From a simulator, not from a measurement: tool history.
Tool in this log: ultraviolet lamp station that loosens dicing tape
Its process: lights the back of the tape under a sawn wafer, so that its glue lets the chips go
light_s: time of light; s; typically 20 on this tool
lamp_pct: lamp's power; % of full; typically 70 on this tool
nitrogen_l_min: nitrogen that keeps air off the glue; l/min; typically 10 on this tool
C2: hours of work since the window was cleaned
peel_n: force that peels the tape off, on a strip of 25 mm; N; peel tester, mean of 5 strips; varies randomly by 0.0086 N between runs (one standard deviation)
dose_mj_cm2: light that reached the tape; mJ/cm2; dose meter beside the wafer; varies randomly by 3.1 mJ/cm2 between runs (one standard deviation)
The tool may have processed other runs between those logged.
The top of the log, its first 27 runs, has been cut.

Run 28, day 58.258: usual settings but light_s 25 s, lamp_pct 88 % of full, nitrogen_l_min 14 l/min; hours of work of the lamp 777; C2 268. Result: peel_n 0.263 N, dose_mj_cm2 479 mJ/cm2.
At day 59.275: window cleaned of glue's vapour.
Run 29, day 60.479: usual settings but light_s 25 s, nitrogen_l_min 14 l/min; hours of work of the lamp 806; C2 16. Result: peel_n 0.347 N, dose_mj_cm2 420 mJ/cm2.
Run 30, day 62.646: usual settings but light_s 25 s, nitrogen_l_min 14 l/min; hours of work of the lamp 835; C2 44. Result: peel_n 0.346 N, dose_mj_cm2 408 mJ/cm2.
Run 31, day 64.383: usual settings but light_s 17 s, lamp_pct 71 % of full, nitrogen_l_min 8 l/min; hours of work of the lamp 857; C2 67. Result: peel_n 1.396 N, dose_mj_cm2 276 mJ/cm2.
Run 32, day 66.412: usual settings but light_s 11 s, lamp_pct 77 % of full, nitrogen_l_min 12 l/min; hours of work of the lamp 884; C2 94. Result: peel_n 2.018 N, dose_mj_cm2 193 mJ/cm2.
Run 33, day 68.371: usual settings but light_s 11 s, lamp_pct 68 % of full; hours of work of the lamp 910; C2 119. Result: peel_n 2.676 N, dose_mj_cm2 166 mJ/cm2.
Run 34, day 71.367: usual settings but light_s 13 s; hours of work of the lamp 949; C2 159. Result: peel_n 2.232 N, dose_mj_cm2 191 mJ/cm2.
Run 35, day 72.762: usual settings but light_s 13 s; hours of work of the lamp 967; C2 177. Result: peel_n 2.133 N, dose_mj_cm2 195 mJ/cm2.
Run 36, day 74.683: usual settings but light_s 13 s, lamp_pct 63 % of full; hours of work of the lamp 992; C2 202. Result: peel_n 2.565 N, dose_mj_cm2 167 mJ/cm2.
Run 37, day 76.983: usual settings but light_s 36 s; hours of work of the lamp 1023; C2 232. Result: peel_n 0.294 N, dose_mj_cm2 507 mJ/cm2.
Run 38, day 78.654: usual settings but light_s 36 s; hours of work of the lamp 1044; C2 254. Result: peel_n 0.293 N, dose_mj_cm2 493 mJ/cm2.
Run 39, day 79.938: usual settings but light_s 36 s; hours of work of the lamp 1061; C2 271. Result: peel_n 0.303 N, dose_mj_cm2 486 mJ/cm2.
At day 80.708: window cleaned of glue's vapour.
Run 40, day 82.417: usual settings but light_s 36 s; hours of work of the lamp 1094; C2 22. Result: peel_n 0.262 N, dose_mj_cm2 526 mJ/cm2.
Run 41, day 83.704: usual settings but lamp_pct 65 % of full, nitrogen_l_min 6 l/min; hours of work of the lamp 1110; C2 39. Result: peel_n 1.706 N, dose_mj_cm2 267 mJ/cm2.
Run 42, day 86.325: usual settings but light_s 32 s, lamp_pct 71 % of full, nitrogen_l_min 20 l/min; hours of work of the lamp 1145; C2 74. Result: peel_n 0.220 N, dose_mj_cm2 456 mJ/cm2.

Alternative continuations, all from the tool just after run 42; predict every row:
Run A, day 88.967: usual settings but nitrogen_l_min 8 l/min; hours of work of the lamp 1179; C2 108. Result: peel_n ?, dose_mj_cm2 ?.
Run B, day 88.967: usual settings but light_s 14 s, lamp_pct 78 % of full, nitrogen_l_min 17 l/min; hours of work of the lamp 1179; C2 108. Result: peel_n ?, dose_mj_cm2 ?.
Run C, day 88.967: usual settings but light_s 16 s, lamp_pct 78 % of full, nitrogen_l_min 12 l/min; hours of work of the lamp 1179; C2 108. Result: peel_n ?, dose_mj_cm2 ?.
Run D, day 88.967: usual settings but light_s 28 s, lamp_pct 74 % of full, nitrogen_l_min 4 l/min; hours of work of the lamp 1179; C2 108. Result: peel_n ?, dose_mj_cm2 ?.
Run E, day 88.967: usual settings but nitrogen_l_min 9 l/min; hours of work of the lamp 1179; C2 108. Result: peel_n ?, dose_mj_cm2 ?.

run  peel_n  dose_mj_cm2
  A   1.452          272
  B   1.407          206
  C   1.332          245
  D   1.139          401
  E   1.265          275
With the hidden condition removed and each run's random variation left untouched, the same runs would have given:
run  peel_n  dose_mj_cm2
  A   0.443          462
  B   0.422          354
  C   0.399          414
  D   0.329          684
  E   0.377          464

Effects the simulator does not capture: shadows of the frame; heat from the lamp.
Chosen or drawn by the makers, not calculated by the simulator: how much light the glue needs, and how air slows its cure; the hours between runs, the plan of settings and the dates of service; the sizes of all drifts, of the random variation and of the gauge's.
